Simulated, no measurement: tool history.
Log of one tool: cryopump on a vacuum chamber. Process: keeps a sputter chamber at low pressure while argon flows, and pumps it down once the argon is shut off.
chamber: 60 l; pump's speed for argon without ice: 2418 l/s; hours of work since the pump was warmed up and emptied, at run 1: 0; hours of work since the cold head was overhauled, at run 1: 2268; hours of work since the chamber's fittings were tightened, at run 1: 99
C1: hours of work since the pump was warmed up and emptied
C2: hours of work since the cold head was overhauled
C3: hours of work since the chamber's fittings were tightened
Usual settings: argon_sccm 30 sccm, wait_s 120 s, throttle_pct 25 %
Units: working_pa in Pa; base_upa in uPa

Run 1, hour 0.0: usual settings; C1 0; C2 2268; C3 99. Result: working_pa 0.0843 Pa, base_upa 0.61 uPa.
Run 2, hour 65.8: usual settings; C1 50; C2 2317; C3 149. Result: working_pa 0.0840 Pa, base_upa 0.65 uPa.
Run 3, hour 168.4: usual settings but argon_sccm 54 sccm; C1 127; C2 2395; C3 226. Result: working_pa 0.1540 Pa, base_upa 0.64 uPa.
Run 4, hour 243.6: usual settings but argon_sccm 54 sccm; C1 184; C2 2451; C3 283. Result: working_pa 0.1547 Pa, base_upa 0.63 uPa.
Run 5, hour 356.8: usual settings; C1 269; C2 2537; C3 368. Result: working_pa 0.0864 Pa, base_upa 0.67 uPa.
Run 6, hour 428.3: usual settings; C1 323; C2 2590; C3 422. Result: working_pa 0.0866 Pa, base_upa 0.73 uPa.
Run 7, hour 496.0: usual settings; C1 374; C2 2641; C3 473. Result: working_pa 0.0878 Pa, base_upa 0.73 uPa.
Run 8, hour 581.8: usual settings; C1 439; C2 2706; C3 538. Result: working_pa 0.0879 Pa, base_upa 0.73 uPa.
Run 9, hour 692.6: usual settings; C1 522; C2 2790; C3 621. Result: working_pa 0.0882 Pa, base_upa 0.77 uPa.
Run 10, hour 797.8: usual settings; C1 601; C2 2869; C3 701. Result: working_pa 0.0889 Pa, base_upa 0.80 uPa.
Run 11, hour 872.8: usual settings; C1 658; C2 2925; C3 757. Result: working_pa 0.0901 Pa, base_upa 0.85 uPa.
Run 12, hour 987.8: usual settings; C1 745; C2 3012; C3 844. Result: working_pa 0.0907 Pa, base_upa 0.89 uPa.
Run 13, hour 1108.7: usual settings but wait_s 37 s; C1 836; C2 3103; C3 935. Result: working_pa 0.0920 Pa, base_upa 1.89 uPa.
Run 14, hour 1171.8: usual settings but wait_s 37 s; C1 883; C2 3151; C3 983. Result: working_pa 0.0932 Pa, base_upa 1.86 uPa.
Run 15, hour 1295.2: usual settings but wait_s 37 s; C1 976; C2 3244; C3 1076. Result: working_pa 0.0953 Pa, base_upa 1.99 uPa.
Run 16, hour 1360.7: usual settings but wait_s 37 s; C1 1026; C2 3293; C3 1125. Result: working_pa 0.0946 Pa, base_upa 2.01 uPa.
At hour 1440.0: pump warmed up, emptied and cooled again.
Run 17, hour 1472.5: usual settings; C1 24; C2 3374; C3 1205. Result: working_pa 0.0858 Pa, base_upa 0.82 uPa.
Run 18, hour 1592.9: usual settings; C1 115; C2 3464; C3 1296. Result: working_pa 0.0858 Pa, base_upa 0.88 uPa.
Run 19, hour 1648.6: usual settings but argon_sccm 54 sccm, throttle_pct 38 %; C1 157; C2 3506; C3 1338. Result: working_pa 0.1014 Pa, base_upa 0.93 uPa.
Run 20, hour 1723.5: usual settings but argon_sccm 34 sccm, wait_s 28 s; C1 214; C2 3563; C3 1395. Result: working_pa 0.0971 Pa, base_upa 2.36 uPa.
At hour 1779.9: leaking fittings of the chamber tightened, without venting.
Run 21, hour 1838.5: usual settings but argon_sccm 34 sccm, wait_s 85 s; C1 299; C2 3648; C3 44. Result: working_pa 0.0985 Pa, base_upa 0.80 uPa.
Run 22, hour 1913.9: usual settings but argon_sccm 25 sccm, wait_s 65 s; C1 356; C2 3705; C3 101. Result: working_pa 0.0716 Pa, base_upa 0.94 uPa.
Run 23, hour 1991.7: usual settings but argon_sccm 25 sccm, wait_s 65 s; C1 414; C2 3764; C3 160. Result: working_pa 0.0731 Pa, base_upa 1.02 uPa.
Run 24, hour 2114.2: usual settings but argon_sccm 55 sccm, wait_s 65 s, throttle_pct 20 %; C1 507; C2 3856; C3 252. Result: working_pa 0.2011 Pa, base_upa 1.08 uPa.
Run 25, hour 2168.6: usual settings but argon_sccm 55 sccm, wait_s 58 s, throttle_pct 20 %; C1 548; C2 3897; C3 293. Result: working_pa 0.2009 Pa, base_upa 1.15 uPa.
Run 26, hour 2268.5: usual settings but argon_sccm 55 sccm, wait_s 24 s, throttle_pct 30 %; C1 623; C2 3972; C3 368. Result: working_pa 0.1389 Pa, base_upa 2.44 uPa.
Run 27, hour 2355.9: usual settings but argon_sccm 55 sccm, wait_s 254 s, throttle_pct 26 %; C1 689; C2 4038; C3 434. Result: working_pa 0.1616 Pa, base_upa 0.49 uPa.
Run 28, hour 2469.2: usual settings but argon_sccm 55 sccm, wait_s 97 s, throttle_pct 26 %; C1 774; C2 4123; C3 519. Result: working_pa 0.1614 Pa, base_upa 0.90 uPa.
Run 29, hour 2593.7: usual settings but argon_sccm 29 sccm, throttle_pct 41 %; C1 868; C2 4217; C3 613. Result: working_pa 0.0574 Pa, base_upa 0.85 uPa.
Run 30, hour 2719.5: usual settings but argon_sccm 29 sccm, throttle_pct 41 %; C1 963; C2 4312; C3 708. Result: working_pa 0.0598 Pa, base_upa 0.86 uPa.
Run 31, hour 2821.8: usual settings but argon_sccm 29 sccm, throttle_pct 41 %; C1 1040; C2 4389; C3 785. Result: working_pa 0.0608 Pa, base_upa 0.92 uPa.
At hour 2882.2: pump warmed up, emptied and cooled again.
Run 32, hour 2902.0: usual settings but argon_sccm 29 sccm, throttle_pct 46 %; C1 15; C2 4446; C3 842. Result: working_pa 0.0457 Pa, base_upa 0.75 uPa.
Run 33, hour 2966.7: usual settings but argon_sccm 29 sccm, throttle_pct 46 %; C1 64; C2 4495; C3 891. Result: working_pa 0.0461 Pa, base_upa 0.82 uPa.
Run 34, hour 3050.6: usual settings but argon_sccm 18 sccm, wait_s 98 s, throttle_pct 36 %; C1 127; C2 4558; C3 954. Result: working_pa 0.0353 Pa, base_upa 0.89 uPa.

Forecast each of these 4 alternatives for the next run:
Run A, hour 3173.7: usual settings but argon_sccm 33 sccm, wait_s 53 s, throttle_pct 36 %; C1 220; C2 4651; C3 1047. Result: working_pa ?, base_upa ?.
Run B, hour 3173.7: usual settings but argon_sccm 18 sccm, wait_s 156 s, throttle_pct 21 %; C1 220; C2 4651; C3 1047. Result: working_pa ?, base_upa ?.
Run C, hour 3173.7: usual settings but argon_sccm 13 sccm, wait_s 98 s, throttle_pct 36 %; C1 220; C2 4651; C3 1047. Result: working_pa ?, base_upa ?.
Run D, hour 3173.7: usual settings but argon_sccm 17 sccm, wait_s 23 s, throttle_pct 59 %; C1 220; C2 4651; C3 1047. Result: working_pa ?, base_upa ?.

run  working_pa  base_upa
  A      0.0673      1.38
  B      0.0622      0.75
  C      0.0267      0.95
  D      0.0213      2.70
Without the tool's hidden state the same runs would have given:
run  working_pa  base_upa
  A      0.0644      1.09
  B      0.0606      0.46
  C      0.0255      0.65
  D      0.0198      2.40

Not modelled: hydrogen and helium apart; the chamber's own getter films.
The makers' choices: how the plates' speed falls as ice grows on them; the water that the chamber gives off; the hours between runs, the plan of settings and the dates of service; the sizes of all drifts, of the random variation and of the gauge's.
